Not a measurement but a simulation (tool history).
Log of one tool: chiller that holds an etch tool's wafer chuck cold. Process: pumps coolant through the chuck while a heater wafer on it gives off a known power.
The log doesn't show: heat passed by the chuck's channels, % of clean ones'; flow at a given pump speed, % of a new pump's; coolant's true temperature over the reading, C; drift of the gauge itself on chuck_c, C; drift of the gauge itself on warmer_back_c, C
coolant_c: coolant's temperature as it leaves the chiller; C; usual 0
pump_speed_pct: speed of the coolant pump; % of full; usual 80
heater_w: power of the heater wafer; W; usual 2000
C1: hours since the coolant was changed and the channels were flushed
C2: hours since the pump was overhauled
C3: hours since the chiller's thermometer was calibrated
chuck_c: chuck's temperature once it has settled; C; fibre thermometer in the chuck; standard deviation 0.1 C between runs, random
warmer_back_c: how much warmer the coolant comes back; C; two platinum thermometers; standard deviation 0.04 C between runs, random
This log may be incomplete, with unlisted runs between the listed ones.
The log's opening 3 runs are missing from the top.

{"run": 4, "day": 8.25, "coolant_c": 0, "pump_speed_pct": 80, "heater_w": 2000, "C1": 1857, "C2": 2293, "C3": 964, "chuck_c": 17.5, "warmer_back_c": 8.96}
{"run": 5, "day": 11.408, "coolant_c": 0, "pump_speed_pct": 80, "heater_w": 2000, "C1": 1933, "C2": 2369, "C3": 1040, "chuck_c": 17.5, "warmer_back_c": 9.04}
{"run": 6, "day": 14.512, "coolant_c": 0, "pump_speed_pct": 82, "heater_w": 2000, "C1": 2008, "C2": 2443, "C3": 1114, "chuck_c": 17.1, "warmer_back_c": 8.85}
{"run": 7, "day": 17.346, "coolant_c": 0, "pump_speed_pct": 82, "heater_w": 2000, "C1": 2076, "C2": 2511, "C3": 1182, "chuck_c": 17.2, "warmer_back_c": 8.83}
{"run": 8, "day": 19.862, "coolant_c": 0, "pump_speed_pct": 82, "heater_w": 2000, "C1": 2136, "C2": 2571, "C3": 1243, "chuck_c": 17.1, "warmer_back_c": 8.87}
{"run": 9, "day": 21.438, "coolant_c": 0, "pump_speed_pct": 80, "heater_w": 1180, "C1": 2174, "C2": 2609, "C3": 1280, "chuck_c": 10.4, "warmer_back_c": 5.32}
{"run": 10, "day": 24.929, "coolant_c": 0, "pump_speed_pct": 80, "heater_w": 1180, "C1": 2258, "C2": 2693, "C3": 1364, "chuck_c": 10.4, "warmer_back_c": 5.33}
{"run": 11, "day": 26.712, "coolant_c": -6, "pump_speed_pct": 80, "heater_w": 2000, "C1": 2300, "C2": 2736, "C3": 1407, "chuck_c": 11.4, "warmer_back_c": 9.14}
{"run": 12, "day": 30.329, "coolant_c": -6, "pump_speed_pct": 80, "heater_w": 2000, "C1": 2387, "C2": 2823, "C3": 1494, "chuck_c": 11.6, "warmer_back_c": 9.08}
{"run": 13, "day": 32.533, "coolant_c": -6, "pump_speed_pct": 80, "heater_w": 2000, "C1": 2440, "C2": 2876, "C3": 1547, "chuck_c": 11.7, "warmer_back_c": 9.09}
{"run": 14, "day": 34.921, "coolant_c": -6, "pump_speed_pct": 80, "heater_w": 2000, "C1": 2497, "C2": 2933, "C3": 1604, "chuck_c": 11.7, "warmer_back_c": 9.05}
{"run": 15, "day": 38.654, "coolant_c": -6, "pump_speed_pct": 80, "heater_w": 2000, "C1": 2587, "C2": 3023, "C3": 1694, "chuck_c": 11.6, "warmer_back_c": 9.13}
{"run": 16, "day": 40.438, "coolant_c": -6, "pump_speed_pct": 80, "heater_w": 2000, "C1": 2630, "C2": 3065, "C3": 1736, "chuck_c": 11.8, "warmer_back_c": 9.13}

Predict the results of run 17:
{"run": 17, "day": 43.246, "coolant_c": -6, "pump_speed_pct": 84, "heater_w": 1206, "C1": 2697, "C2": 3133, "C3": 1804, "chuck_c": "?", "warmer_back_c": "?"}

Run 17 yielded chuck_c 4.1 C, warmer_back_c 5.24 C.
Were there no unlogged condition in the tool, this run, its random variation unchanged, would have produced chuck_c 3.3 C, warmer_back_c 4.96 C.

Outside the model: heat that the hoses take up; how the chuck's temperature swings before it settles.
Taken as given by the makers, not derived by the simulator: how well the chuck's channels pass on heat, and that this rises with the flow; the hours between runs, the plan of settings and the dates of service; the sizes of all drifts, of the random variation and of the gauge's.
